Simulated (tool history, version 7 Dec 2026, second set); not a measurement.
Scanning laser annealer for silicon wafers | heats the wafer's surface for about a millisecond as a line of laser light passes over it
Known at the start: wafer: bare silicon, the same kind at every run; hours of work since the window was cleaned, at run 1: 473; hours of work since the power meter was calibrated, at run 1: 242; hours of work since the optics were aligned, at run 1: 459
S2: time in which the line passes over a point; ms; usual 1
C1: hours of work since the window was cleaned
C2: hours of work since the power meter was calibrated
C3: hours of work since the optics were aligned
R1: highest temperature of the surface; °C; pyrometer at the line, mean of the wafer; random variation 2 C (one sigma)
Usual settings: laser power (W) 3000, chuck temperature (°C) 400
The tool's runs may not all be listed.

Run 1, day 0: usual settings; C1 473; C2 242; C3 459. Result: R1 1211 °C.
Run 2, day 0.262: usual settings but laser power (W) 3172; C1 476; C2 245; C3 462. Result: R1 1264 °C.
Run 3, day 0.738: usual settings; C1 482; C2 251; C3 468. Result: R1 1211 °C.
Run 4, day 1.188: usual settings but S2 0.86 ms; C1 487; C2 257; C3 474. Result: R1 1144 °C.
Run 5, day 1.633: usual settings; C1 493; C2 262; C3 479. Result: R1 1215 °C.
Run 6, day 1.983: usual settings but laser power (W) 2558; C1 497; C2 266; C3 483. Result: R1 1071 °C.
Run 7, day 2.4: usual settings but laser power (W) 2558; C1 502; C2 271; C3 488. Result: R1 1071 °C.
Run 8, day 2.671: usual settings but S2 0.97 ms; C1 505; C2 275; C3 492. Result: R1 1193 °C.
Run 9, day 3.154: usual settings but S2 0.97 ms; C1 511; C2 280; C3 498. Result: R1 1197 °C.
Run 10, day 3.529: usual settings but laser power (W) 2608; C1 516; C2 285; C3 502. Result: R1 1084 °C.
Run 11, day 3.946: usual settings; C1 521; C2 290; C3 507. Result: R1 1208 °C.
Run 12, day 4.383: usual settings; C1 526; C2 295; C3 512. Result: R1 1207 °C.
Run 13, day 4.871: usual settings; C1 532; C2 301; C3 518. Result: R1 1212 °C.
Run 14, day 5.383: usual settings but chuck temperature (°C) 416; C1 538; C2 308; C3 525. Result: R1 1223 °C.
Run 15, day 5.888: usual settings but laser power (W) 3241, S2 0.77 ms, chuck temperature (°C) 368; C1 544; C2 314; C3 531. Result: R1 1126 °C.
Run 16, day 6.225: usual settings but laser power (W) 3241, S2 0.77 ms, chuck temperature (°C) 368; C1 549; C2 318; C3 535. Result: R1 1130 °C.
Run 17, day 6.742: usual settings but laser power (W) 3241, S2 0.81 ms, chuck temperature (°C) 368; C1 555; C2 324; C3 541. Result: R1 1151 °C.
Run 18, day 7.204: usual settings but laser power (W) 3241, S2 0.81 ms, chuck temperature (°C) 368; C1 561; C2 330; C3 547. Result: R1 1153 °C.
Run 19, day 7.617: usual settings but laser power (W) 3029, chuck temperature (°C) 427; C1 566; C2 335; C3 552. Result: R1 1240 °C.
Run 20, day 8.138: usual settings but laser power (W) 2584, S2 1.17 ms, chuck temperature (°C) 389; C1 572; C2 341; C3 558. Result: R1 1129 °C.
Run 21, day 8.608: usual settings but laser power (W) 2775, S2 1.17 ms, chuck temperature (°C) 389; C1 578; C2 347; C3 564. Result: R1 1191 °C.
Run 22, day 8.975: usual settings but laser power (W) 2583, S2 1.07 ms, chuck temperature (°C) 412; C1 582; C2 351; C3 568. Result: R1 1107 °C.
Run 23, day 9.358: usual settings but S2 0.75 ms, chuck temperature (°C) 398; C1 587; C2 356; C3 573. Result: R1 1081 °C.
Run 24, day 9.838: usual settings but S2 1.08 ms, chuck temperature (°C) 370; C1 593; C2 362; C3 579. Result: R1 1209 °C.
Run 25, day 10.3: usual settings but laser power (W) 3297, S2 1.08 ms, chuck temperature (°C) 393; C1 598; C2 368; C3 585. Result: R1 1328 °C.
Run 26, day 10.667: usual settings but laser power (W) 3297, S2 0.88 ms, chuck temperature (°C) 393; C1 603; C2 372; C3 589. Result: R1 1227 °C.
Run 27, day 11.154: usual settings but laser power (W) 2702, S2 1.17 ms; C1 609; C2 378; C3 595. Result: R1 1174 °C.

Forecast each of these 3 alternatives for the next run:
At day 11.267: window over the wafer cleaned.
Run A, day 11.588: usual settings but laser power (W) 3066, S2 1.03 ms, chuck temperature (°C) 436; C1 4; C2 382; C3 599. Result: R1 ?.
At day 11.267: window over the wafer cleaned.
Run B, day 11.588: usual settings but laser power (W) 2702, S2 1.18 ms, chuck temperature (°C) 395; C1 4; C2 382; C3 599. Result: R1 ?.
At day 11.267: window over the wafer cleaned.
Run C, day 11.588: usual settings but laser power (W) 2723, S2 1.04 ms, chuck temperature (°C) 405; C1 4; C2 382; C3 599. Result: R1 ?.

run    R1
  A  1315
  B  1212
  C  1169
Without the tool's hidden state the same runs would have given:
run    R1
  A  1324
  B  1220
  C  1177
